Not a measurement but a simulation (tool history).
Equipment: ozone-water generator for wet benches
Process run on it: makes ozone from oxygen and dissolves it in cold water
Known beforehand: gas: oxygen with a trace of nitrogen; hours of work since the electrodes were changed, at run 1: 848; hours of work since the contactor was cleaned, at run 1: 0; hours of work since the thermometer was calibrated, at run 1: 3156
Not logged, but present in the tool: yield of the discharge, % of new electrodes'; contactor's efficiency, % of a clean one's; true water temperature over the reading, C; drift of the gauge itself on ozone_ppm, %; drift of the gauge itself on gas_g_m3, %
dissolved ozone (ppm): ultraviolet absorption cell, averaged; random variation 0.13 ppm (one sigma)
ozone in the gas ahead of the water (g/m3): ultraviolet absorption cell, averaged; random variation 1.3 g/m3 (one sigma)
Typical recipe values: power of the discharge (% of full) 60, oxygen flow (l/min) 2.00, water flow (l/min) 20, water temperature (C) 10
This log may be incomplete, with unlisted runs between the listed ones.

| run | day | power of the discharge (% of full) | oxygen flow (l/min) | water flow (l/min) | water temperature (C) | hours of work since the electrodes were changed | hours of work since the contactor was cleaned | hours of work since the thermometer was calibrated | dissolved ozone (ppm) | ozone in the gas ahead of the water (g/m3) |
|---|---|---|---|---|---|---|---|---|---|---|
| 1 | 0.000 | 60 | 2.00 | 20 | 10 | 848 | 0 | 3156 | 13.7 | 246.9 |
| 2 | 1.362 | 60 | 3.22 | 20 | 10 | 875 | 27 | 3183 | 15.9 | 199.5 |
| 3 | 3.133 | 60 | 2.00 | 20 | 10 | 910 | 62 | 3218 | 14.0 | 246.9 |
| 4 | 4.212 | 60 | 2.00 | 20 | 10 | 931 | 83 | 3239 | 13.7 | 246.6 |
| 5 | 5.608 | 60 | 2.00 | 20 | 10 | 959 | 111 | 3267 | 13.8 | 248.9 |
| 6 | 6.833 | 98 | 2.00 | 20 | 10 | 983 | 135 | 3291 | 18.7 | 332.1 |
| 7 | 7.800 | 98 | 2.00 | 20 | 10 | 1002 | 155 | 3311 | 18.6 | 331.5 |
| 8 | 9.842 | 60 | 2.00 | 20 | 10 | 1043 | 195 | 3351 | 13.8 | 245.1 |
| 9 | 11.004 | 60 | 2.00 | 20 | 10 | 1066 | 218 | 3374 | 13.7 | 244.0 |
| 10 | 12.842 | 60 | 2.00 | 20 | 10 | 1102 | 254 | 3410 | 13.7 | 248.2 |
| 11 | 14.983 | 47 | 2.00 | 20 | 10 | 1145 | 297 | 3453 | 11.7 | 215.0 |
| 12 | 16.896 | 60 | 2.00 | 20 | 10 | 1183 | 335 | 3491 | 13.8 | 247.4 |
| 13 | 18.338 | 60 | 2.00 | 20 | 10 | 1211 | 363 | 3519 | 13.8 | 249.3 |
| 14 | 19.583 | 60 | 2.00 | 20 | 10 | 1236 | 388 | 3544 | 13.6 | 248.6 |
| 15 | 21.292 | 60 | 2.06 | 20 | 10 | 1270 | 422 | 3578 | 14.1 | 243.8 |
| 16 | 22.842 | 60 | 2.06 | 20 | 10 | 1300 | 453 | 3609 | 13.7 | 243.8 |
| 17 | 24.017 | 60 | 2.06 | 20 | 10 | 1324 | 476 | 3632 | 13.6 | 242.7 |
| 18 | 25.542 | 80 | 1.56 | 13 | 10 | 1354 | 506 | 3662 | 22.9 | 331.7 |
| 19 | 26.567 | 96 | 2.87 | 23 | 12 | 1374 | 526 | 3682 | 17.6 | 278.5 |
| 20 | 28.125 | 60 | 2.09 | 21 | 7 | 1405 | 557 | 3713 | 13.5 | 241.5 |
| 21 | 29.279 | 60 | 2.00 | 15 | 7 | 1428 | 580 | 3736 | 18.4 | 246.1 |
| 22 | 31.454 | 60 | 1.72 | 17 | 9 | 1471 | 623 | 3779 | 15.5 | 263.5 |
| 23 | 32.679 | 60 | 1.72 | 17 | 9 | 1495 | 647 | 3803 | 15.2 | 264.3 |
| 24 | 34.317 | 60 | 3.33 | 17 | 7 | 1528 | 680 | 3836 | 18.9 | 196.0 |
| 25 | 36.367 | 60 | 3.33 | 17 | 5 | 1568 | 721 | 3877 | 19.5 | 196.9 |
| 26 | 38.217 | 60 | 3.33 | 17 | 5 | 1605 | 757 | 3913 | 19.5 | 194.5 |
| 27 | 39.754 | 60 | 1.19 | 20 | 15 | 1635 | 788 | 3944 | 11.1 | 312.0 |
| 28 | 40.838 | 60 | 2.14 | 20 | 10 | 1657 | 809 | 3965 | 14.0 | 237.6 |
| 29 | 43.000 | 60 | 2.00 | 20 | 8 | 1700 | 852 | 4008 | 14.0 | 243.7 |
| 30 | 44.908 | 60 | 3.27 | 20 | 9 | 1738 | 890 | 4046 | 16.3 | 199.9 |
| 31 | 46.308 | 60 | 2.78 | 29 | 9 | 1765 | 918 | 4074 | 10.8 | 210.4 |
| 32 | 47.242 | 60 | 1.48 | 29 | 9 | 1784 | 936 | 4092 | 8.3 | 282.8 |
|  | 47.467 | water thermometer calibrated |
| 33 | 49.392 | 95 | 1.92 | 32 | 10 | 1826 | 978 | 38 | 10.9 | 331.6 |

Branching from run 33: 3 alternative next runs. What would each branch give?
| A | 50.392 | 41 | 2.00 | 20 | 11 | 1846 | 998 | 58 | ? | ? |
| B | 50.392 | 60 | 1.05 | 30 | 10 | 1846 | 998 | 58 | ? | ? |
| C | 50.392 | 95 | 2.24 | 23 | 10 | 1846 | 998 | 58 | ? | ? |

| run | dissolved ozone (ppm) | ozone in the gas ahead of the water (g/m3) |
|---|---|---|
| A | 10.7 | 195.2 |
| B | 7.0 | 331.0 |
| C | 16.6 | 306.2 |
With no hidden state in the tool, these same runs would have given:
| run | dissolved ozone (ppm) | ozone in the gas ahead of the water (g/m3) |
|---|---|---|
| A | 10.8 | 195.4 |
| B | 7.0 | 331.4 |
| C | 16.6 | 306.7 |
